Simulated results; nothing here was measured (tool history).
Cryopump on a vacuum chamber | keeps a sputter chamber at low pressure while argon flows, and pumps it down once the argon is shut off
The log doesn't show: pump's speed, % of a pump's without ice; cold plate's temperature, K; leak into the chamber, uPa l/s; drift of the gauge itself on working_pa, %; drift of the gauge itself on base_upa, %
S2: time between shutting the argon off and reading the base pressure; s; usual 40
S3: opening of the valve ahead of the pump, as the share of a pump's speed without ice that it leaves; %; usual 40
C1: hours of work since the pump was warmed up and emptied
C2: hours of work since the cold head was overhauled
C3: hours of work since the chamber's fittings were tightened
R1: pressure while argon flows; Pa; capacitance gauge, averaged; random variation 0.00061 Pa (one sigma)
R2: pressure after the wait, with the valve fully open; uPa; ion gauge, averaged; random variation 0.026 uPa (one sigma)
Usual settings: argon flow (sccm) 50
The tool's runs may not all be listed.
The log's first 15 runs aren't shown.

At hour 916.9: pump warmed up, emptied and cooled again.
Run 16, hour 940: usual settings but S2 32 s; C1 16; C2 2920; C3 1549. Result: R1 0.0866 Pa, R2 2.43 uPa.
Run 17, hour 987.7: usual settings but S2 32 s; C1 50; C2 2954; C3 1583. Result: R1 0.087 Pa, R2 2.37 uPa.
Run 18, hour 1045.7: usual settings but argon flow (sccm) 24, S2 74 s, S3 28 %; C1 91; C2 2995; C3 1624. Result: R1 0.0597 Pa, R2 1.83 uPa.
Run 19, hour 1129.1: usual settings but S2 38 s, S3 28 %; C1 150; C2 3053; C3 1682. Result: R1 0.1267 Pa, R2 2.31 uPa.
Run 20, hour 1213.9: usual settings but S2 38 s, S3 28 %; C1 209; C2 3113; C3 1742. Result: R1 0.1262 Pa, R2 2.4 uPa.
Run 21, hour 1251: usual settings but S2 38 s, S3 28 %; C1 235; C2 3139; C3 1768. Result: R1 0.127 Pa, R2 2.38 uPa.
Run 22, hour 1317.5: usual settings but S2 94 s, S3 35 %; C1 282; C2 3186; C3 1815. Result: R1 0.1029 Pa, R2 1.91 uPa.
Run 23, hour 1368.7: usual settings but argon flow (sccm) 73, S2 78 s, S3 15 %; C1 318; C2 3222; C3 1851. Result: R1 0.344 Pa, R2 2.02 uPa.
Run 24, hour 1446.2: usual settings but argon flow (sccm) 64, S2 84 s; C1 373; C2 3277; C3 1906. Result: R1 0.1173 Pa, R2 2.04 uPa.
Run 25, hour 1507.7: usual settings but argon flow (sccm) 64, S2 84 s; C1 416; C2 3320; C3 1949. Result: R1 0.1181 Pa, R2 2.14 uPa.
Run 26, hour 1581.4: usual settings but argon flow (sccm) 29, S2 197 s, S3 42 %; C1 468; C2 3372; C3 2001. Result: R1 0.0515 Pa, R2 1.91 uPa.

The next listed run, before its measurement:
Run 27, hour 1662: usual settings but argon flow (sccm) 29, S2 197 s, S3 42 %; C1 525; C2 3429; C3 2058. Result: R1 ?, R2 ?.

{"run 27": {"R1": 0.0519, "R2": 2.03}}
Without the tool's hidden state the same run would have given R1 0.0477 Pa, R2 0.3 uPa.
